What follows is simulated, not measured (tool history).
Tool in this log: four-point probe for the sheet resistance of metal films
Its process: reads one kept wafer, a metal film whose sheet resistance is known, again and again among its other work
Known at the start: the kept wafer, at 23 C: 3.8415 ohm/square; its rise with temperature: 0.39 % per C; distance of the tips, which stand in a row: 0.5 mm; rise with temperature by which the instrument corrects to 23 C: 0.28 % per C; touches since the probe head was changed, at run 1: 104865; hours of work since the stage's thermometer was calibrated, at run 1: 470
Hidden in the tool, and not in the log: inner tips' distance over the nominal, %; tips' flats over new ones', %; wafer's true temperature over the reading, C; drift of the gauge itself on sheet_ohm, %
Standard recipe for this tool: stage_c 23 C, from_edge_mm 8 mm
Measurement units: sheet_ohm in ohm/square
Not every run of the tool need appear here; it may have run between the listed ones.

run	hour	stage_c	from_edge_mm	touches since the probe head was changed	hours of work since the stage's thermometer was calibrated	sheet_ohm
1	0	23	8	104865	470	3.907439
2	28.4	23	8	106418	487	3.908587
3	55.6	23	8	107908	504	3.907795
4	81.1	23	8	109305	519	3.90955
5	97.1	23	8	110179	529	3.908429
6	110.4	23	8	110909	537	3.909633
7	129.7	23	8	111967	549	3.909535
8	160.2	23	8	113634	568	3.909089
9	174.7	23	8	114433	577	3.91118
10	187.8	23	8	115145	584	3.91153
11	218.1	31	69	116804	603	3.935638
12	231.4	20	4	117534	611	3.92247
13	258.4	25	20	119015	628	3.912229
# hour 261.4: stage's thermometer calibrated
14	284.5	28	36	120415	14	3.924686
15	301.3	19	8	121336	24	3.894961
16	331.7	19	8	122998	43	3.896975
17	360.8	24	74	124595	61	3.909595
18	386.3	24	8	125989	76	3.919247
# hour 402: stage's thermometer calibrated, once more
19	407.9	23	45	127146	4	3.905847

Predict each of these 5 candidate next runs independently; none follows another, all start after run 19:
A	424.9	20	23	128076	14	?
B	424.9	26	64	128076	14	?
C	424.9	26	4	128076	14	?
D	424.9	33	10	128076	14	?
E	424.9	20	12	128076	14	?

run	sheet_ohm
A	3.896009
B	3.920317
C	3.952162
D	3.953393
E	3.898208
The same runs, with their run-to-run variation unchanged, on a tool lacking any hidden condition would have given:
run	sheet_ohm
A	3.830716
B	3.854619
C	3.885973
D	3.887151
E	3.832882

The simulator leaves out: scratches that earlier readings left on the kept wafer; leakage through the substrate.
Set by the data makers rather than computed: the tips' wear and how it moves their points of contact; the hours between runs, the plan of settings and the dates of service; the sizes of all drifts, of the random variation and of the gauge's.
